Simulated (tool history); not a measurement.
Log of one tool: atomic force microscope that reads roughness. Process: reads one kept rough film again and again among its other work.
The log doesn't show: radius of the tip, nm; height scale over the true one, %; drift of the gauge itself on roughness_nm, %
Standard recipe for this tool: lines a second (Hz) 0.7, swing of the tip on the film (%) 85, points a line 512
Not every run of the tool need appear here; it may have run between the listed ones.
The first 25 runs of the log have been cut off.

run   hour  lines a second (Hz)  swing of the tip on the film (%)  points a line  pictures with this tip  hours of work since the height scale was calibrated  roughness of the kept film (nm (root mean square))
 26  537.3                3.306                                58            512                      80                                                   53                                               3.297
 27  566.9                3.306                                57            547                     129                                                   69                                               3.259
 28  581.6                3.306                                57            547                     153                                                   77                                               3.236
 29    609                3.306                                77            547                     198                                                   92                                               2.654
 30  640.4                3.445                                84            512                     250                                                  109                                               2.322
 31    664                3.445                                84            831                     289                                                  122                                                2.32
 32  692.8                3.445                                84            831                     336                                                  138                                               2.253
     710.2  -- new tip fitted
 33    712                1.391                                73            709                       3                                                  148                                               3.425
 34  732.1                1.585                                85            270                      36                                                  159                                               3.037
 35  759.9                1.585                                85            270                      82                                                  175                                               2.942
 36  777.2                1.585                                85            270                     110                                                  184                                               2.913
 37  803.2                1.585                                85            270                     153                                                  199                                               2.879

Expected results for the next run?
 38  828.9                 0.57                                85            354                     195                                                  213                                                   ?

Logged for run 38: roughness of the kept film (nm (root mean square)) 3.197.
On a tool with no hidden condition, and with the same random variation, this run would have come out at roughness of the kept film (nm (root mean square)) 3.519.
